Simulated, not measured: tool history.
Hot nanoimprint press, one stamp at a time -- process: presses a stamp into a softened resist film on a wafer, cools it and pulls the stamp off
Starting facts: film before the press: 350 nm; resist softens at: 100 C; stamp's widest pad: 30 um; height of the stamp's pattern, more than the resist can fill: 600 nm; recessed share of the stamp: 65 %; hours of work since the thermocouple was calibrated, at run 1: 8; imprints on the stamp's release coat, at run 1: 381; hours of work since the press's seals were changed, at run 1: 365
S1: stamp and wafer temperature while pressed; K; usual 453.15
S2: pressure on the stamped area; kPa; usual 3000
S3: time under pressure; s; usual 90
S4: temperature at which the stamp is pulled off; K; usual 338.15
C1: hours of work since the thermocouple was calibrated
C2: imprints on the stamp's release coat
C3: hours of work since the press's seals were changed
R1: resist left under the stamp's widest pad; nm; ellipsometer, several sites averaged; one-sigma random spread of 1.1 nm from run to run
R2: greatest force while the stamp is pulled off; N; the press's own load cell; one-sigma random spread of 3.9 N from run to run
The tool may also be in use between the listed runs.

run 1 hour=0.0 | S1=453.15 S2=3000 S3=90 S4=338.15 | C1=8 C2=381 C3=365 | R1=187.0 R2=208
run 2 hour=11.4 | S1=453.15 S2=3000 S3=90 S4=338.15 | C1=16 C2=436 C3=373 | R1=186.4 R2=216
run 3 hour=26.2 | S1=453.15 S2=3280 S3=90 S4=338.15 | C1=25 C2=506 C3=383 | R1=176.3 R2=217
run 4 hour=39.9 | S1=453.15 S2=3280 S3=90 S4=338.15 | C1=35 C2=571 C3=392 | R1=176.9 R2=229
run 5 hour=51.0 | S1=453.15 S2=3280 S3=90 S4=338.15 | C1=42 C2=624 C3=399 | R1=179.0 R2=232
run 6 hour=57.9 | S1=441.15 S2=3280 S3=90 S4=338.15 | C1=46 C2=657 C3=404 | R1=265.7 R2=234
run 7 hour=72.3 | S1=441.15 S2=3280 S3=90 S4=340.15 | C1=56 C2=725 C3=413 | R1=262.6 R2=222
run 8 hour=86.6 | S1=441.15 S2=3280 S3=90 S4=340.15 | C1=65 C2=793 C3=422 | R1=260.9 R2=242
run 9 hour=94.0 | S1=453.15 S2=3000 S3=63 S4=338.15 | C1=70 C2=828 C3=427 | R1=206.2 R2=236
run 10 hour=102.7 | S1=453.15 S2=3000 S3=63 S4=338.15 | C1=76 C2=870 C3=433 | R1=208.5 R2=251
run 11 hour=112.4 | S1=453.15 S2=3000 S3=90 S4=324.15 | C1=82 C2=916 C3=439 | R1=182.9 R2=295
run 12 hour=126.7 | S1=453.15 S2=3000 S3=90 S4=338.15 | C1=92 C2=984 C3=449 | R1=181.3 R2=257
run 13 hour=138.2 | S1=453.15 S2=3000 S3=90 S4=338.15 | C1=99 C2=1038 C3=456 | R1=181.1 R2=263
run 14 hour=150.1 | S1=453.15 S2=3000 S3=90 S4=338.15 | C1=107 C2=1095 C3=464 | R1=182.3 R2=260
run 15 hour=165.3 | S1=453.15 S2=3000 S3=90 S4=342.15 | C1=117 C2=1167 C3=474 | R1=182.5 R2=256
run 16 hour=177.0 | S1=453.15 S2=3000 S3=90 S4=336.15 | C1=125 C2=1222 C3=482 | R1=181.9 R2=273
run 17 hour=184.1 | S1=451.15 S2=3000 S3=90 S4=340.15 | C1=130 C2=1256 C3=487 | R1=196.2 R2=265
run 18 hour=195.0 | S1=451.15 S2=3000 S3=90 S4=340.15 | C1=137 C2=1308 C3=494 | R1=193.6 R2=266
run 19 hour=205.8 | S1=457.15 S2=3000 S3=89 S4=340.15 | C1=144 C2=1359 C3=501 | R1=156.0 R2=269
run 20 hour=219.5 | S1=457.15 S2=3000 S3=89 S4=340.15 | C1=153 C2=1424 C3=510 | R1=156.1 R2=272
run 21 hour=229.5 | S1=463.15 S2=2960 S3=96 S4=327.15 | C1=159 C2=1472 C3=517 | R1=122.6 R2=336
run 22 hour=243.4 | S1=454.15 S2=2960 S3=151 S4=327.15 | C1=169 C2=1538 C3=526 | R1=145.3 R2=341
run 23 hour=251.2 | S1=455.15 S2=1800 S3=49 S4=340.15 | C1=174 C2=1575 C3=531 | R1=246.1 R2=282
run 24 hour=264.4 | S1=455.15 S2=1800 S3=89 S4=340.15 | C1=182 C2=1638 C3=540 | R1=204.4 R2=280
-- hour=282.7 stamp cleaned and given a new release coat
run 25 hour=285.3 | S1=453.15 S2=3170 S3=90 S4=338.15 | C1=192 C2=13 C3=549 | R1=175.8 R2=191
run 26 hour=298.5 | S1=453.15 S2=3170 S3=90 S4=338.15 | C1=201 C2=76 C3=558 | R1=175.7 R2=191
run 27 hour=312.3 | S1=453.15 S2=3170 S3=90 S4=338.15 | C1=210 C2=141 C3=567 | R1=176.8 R2=192
run 28 hour=319.4 | S1=453.15 S2=2360 S3=90 S4=338.15 | C1=215 C2=175 C3=572 | R1=195.4 R2=198
run 29 hour=330.8 | S1=453.15 S2=2360 S3=90 S4=338.15 | C1=222 C2=229 C3=579 | R1=198.2 R2=206
run 30 hour=342.9 | S1=463.15 S2=3810 S3=83 S4=330.15 | C1=230 C2=287 C3=587 | R1=113.5 R2=216

For each entry between runs, how does the tool's hidden state at the last listed run before it compare with that at the first listed run after it?
Run 24 -> run 25: stamp cleaned and given a new release coat (hour 282.7)
  true temperature over the reading, C: 0.73 -> 0.77; pressure that arrives at the usual setting, %: 97.71 -> 97.68; grip of the stamp's worn release coat, % over a new coat's: 61.8 -> 0.4
  what was measured, less what the result would be without the hidden state, R1: -3.7 -> -3.2 nm; R2: +105 -> -1 N

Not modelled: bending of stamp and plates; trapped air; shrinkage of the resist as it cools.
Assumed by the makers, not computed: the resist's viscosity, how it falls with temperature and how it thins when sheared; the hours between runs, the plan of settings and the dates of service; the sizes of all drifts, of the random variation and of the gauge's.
